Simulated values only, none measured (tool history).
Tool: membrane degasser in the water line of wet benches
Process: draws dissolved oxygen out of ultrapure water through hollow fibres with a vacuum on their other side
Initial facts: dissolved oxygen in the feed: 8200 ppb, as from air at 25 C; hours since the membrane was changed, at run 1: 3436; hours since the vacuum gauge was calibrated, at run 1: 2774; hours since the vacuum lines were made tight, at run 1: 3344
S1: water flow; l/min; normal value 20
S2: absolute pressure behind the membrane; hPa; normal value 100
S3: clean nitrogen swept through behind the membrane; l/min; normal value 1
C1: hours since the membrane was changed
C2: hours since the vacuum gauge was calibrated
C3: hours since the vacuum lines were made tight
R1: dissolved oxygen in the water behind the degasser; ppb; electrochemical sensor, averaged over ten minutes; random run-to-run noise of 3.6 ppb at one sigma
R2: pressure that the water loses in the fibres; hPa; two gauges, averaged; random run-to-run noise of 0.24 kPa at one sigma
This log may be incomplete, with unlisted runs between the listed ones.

| run | hour | S1 | S2 | S3 | C1 | C2 | C3 | R1 | R2 |
|---|---|---|---|---|---|---|---|---|---|
| 1 | 0 | 20 | 100 | 1 | 3436 | 2774 | 3344 | 407.9 | 611.2 |
| 2 | 95 | 20 | 68 | 1 | 3531 | 2869 | 3439 | 279.6 | 614.9 |
| 3 | 218 | 20 | 68 | 1 | 3654 | 2992 | 3562 | 272.8 | 610.7 |
| 4 | 322.6 | 20 | 68 | 1 | 3759 | 3097 | 3667 | 278 | 613.8 |
| 5 | 441.6 | 20 | 68 | 1 | 3878 | 3216 | 3786 | 274.8 | 611.6 |
| 6 | 569.1 | 20 | 68 | 1 | 4005 | 3343 | 3913 | 276.6 | 612.2 |
| 7 | 667.9 | 13 | 76 | 0.99 | 4104 | 3442 | 4012 | 173 | 396.1 |
| 8 | 782.5 | 20 | 100 | 0.49 | 4219 | 3557 | 4126 | 633.1 | 611.6 |
| 9 | 928 | 20 | 212 | 0.4 | 4364 | 3702 | 4272 | 1583.8 | 616.5 |
| 10 | 1108.4 | 20 | 182 | 1 | 4545 | 3882 | 4452 | 725.2 | 613.6 |

Forecast each of these 4 alternatives for the next run:
| A | 1254.3 | 20 | 100 | 2.32 | 4691 | 4028 | 4598 | ? | ? |
| B | 1254.3 | 20 | 100 | 0.65 | 4691 | 4028 | 4598 | ? | ? |
| C | 1254.3 | 20 | 147 | 1.02 | 4691 | 4028 | 4598 | ? | ? |
| D | 1254.3 | 31 | 71 | 1.58 | 4691 | 4028 | 4598 | ? | ? |

| run | R1 | R2 |
|---|---|---|
| A | 254.5 | 611.5 |
| B | 535.3 | 611 |
| C | 585.4 | 615.8 |
| D | 460.6 | 944.8 |
With the hidden condition removed and each run's random variation left untouched, the same runs would have given:
| run | R1 | R2 |
|---|---|---|
| A | 253.9 | 611 |
| B | 534.4 | 610.5 |
| C | 584.5 | 615.3 |
| D | 459.5 | 944 |
